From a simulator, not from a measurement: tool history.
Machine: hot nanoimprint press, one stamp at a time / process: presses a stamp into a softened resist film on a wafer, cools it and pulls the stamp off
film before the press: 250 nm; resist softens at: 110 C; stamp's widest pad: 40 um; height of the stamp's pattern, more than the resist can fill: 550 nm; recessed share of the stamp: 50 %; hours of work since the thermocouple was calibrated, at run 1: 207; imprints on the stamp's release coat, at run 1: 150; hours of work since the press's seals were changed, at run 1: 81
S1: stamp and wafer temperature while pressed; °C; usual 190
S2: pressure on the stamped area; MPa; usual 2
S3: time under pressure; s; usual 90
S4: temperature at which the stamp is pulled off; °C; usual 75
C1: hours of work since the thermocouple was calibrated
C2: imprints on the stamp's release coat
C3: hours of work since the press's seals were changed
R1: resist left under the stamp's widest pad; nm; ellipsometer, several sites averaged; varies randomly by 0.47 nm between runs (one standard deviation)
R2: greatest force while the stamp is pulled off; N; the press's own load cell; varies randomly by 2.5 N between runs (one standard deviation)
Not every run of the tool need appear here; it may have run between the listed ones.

run    hour   S1    S2   S3  S4   C1   C2    C3     R1   R2
  1       0  190     2   90  75  207  150    81  105.1  227
  2    55.5  190     2   90  75  248  464   122  104.2  251
  3   105.4  190     2   90  75  284  748   158  103.4  268
      140.8  -- stamp cleaned and given a new release coat
  4     158  190     2   48  75  318   98   192  132.6  227
  5   195.8  190     2   48  75  345  313   219  130.9  240
  6   241.7  190     2   48  75  378  573   253  131.3  253
  7   279.7  190     2   48  75  406  788   280  129.5  264
      304.7  -- stamp cleaned and given a new release coat
  8   317.5  190     2   48  75  429   73   303  128.8  223
  9   372.8  190     2   90  73  469  387   343   99.7  248
 10   423.7  190     2   90  73  506  675   380     99  265
      469.3  -- stamp cleaned and given a new release coat
 11   492.3  190     2   90  73  552  131   426   97.8  228
      499.6  -- plate thermocouple calibrated
 12   535.2  190     2   90  73   26  357   455   92.6  238
 13   565.5  190     2   90  73   48  529   477   92.3  250
 14   627.8  190     2   90  75   93  882   522   91.3  262
      638.3  -- stamp cleaned and given a new release coat
 15   673.8  190     2   90  75  122  201   551   91.6  227
        693  -- plate thermocouple calibrated, once more
 16   716.5  190  1.52   90  75   17  426   580  122.7  247
 17     777  190  1.52   90  75   61  770   624  121.3  270
      807.5  -- stamp cleaned and given a new release coat
 18     826  190  1.52  126  75   92  105   655  106.3  230
 19   872.9  196  1.52  126  71  126  372   689   81.1  253
 20   917.3  197  1.83   51  75  159  623   722  104.4  264
 21   957.8  196   2.9   52  73  188  853   751   87.7  279
        974  -- stamp cleaned and given a new release coat
 22     998  196   2.9   52  73  213  136   776   87.6  235
 23    1034  199  2.57  119  73  239  340   802   56.7  250
 24    1080  190  1.63   90  75  272  601   835  113.9  258
 25  1124.7  190  1.63   76  70  305  855   868  120.9  287
     1139.2  -- stamp cleaned and given a new release coat
 26  1185.1  183  1.63  115  68  344  261   907    138  251
 27  1213.9  190  2.84   76  75  365  424   928   95.3  248
 28  1257.8  190  2.84   76  75  397  673   960   94.4  259
     1303.9  -- stamp cleaned and given a new release coat
 29  1326.3  197  2.99  143  80  443  128  1006   50.3  216

Predict each of these 3 candidate next runs independently; none follows another, all start after run 29:
  A  1366.9  197  2.73  48  73  472  358  1035   ?   ?
  B  1366.9  190  1.29  90  75  472  358  1035   ?   ?
  C  1366.9  192  2.99  99  62  472  358  1035   ?   ?

run    R1   R2
  A  85.5  245
  B   121  237
  C    74  265
With no hidden state in the tool, these same runs would have given:
run     R1   R2
  A   92.6  229
  B  131.7  221
  C   80.8  246

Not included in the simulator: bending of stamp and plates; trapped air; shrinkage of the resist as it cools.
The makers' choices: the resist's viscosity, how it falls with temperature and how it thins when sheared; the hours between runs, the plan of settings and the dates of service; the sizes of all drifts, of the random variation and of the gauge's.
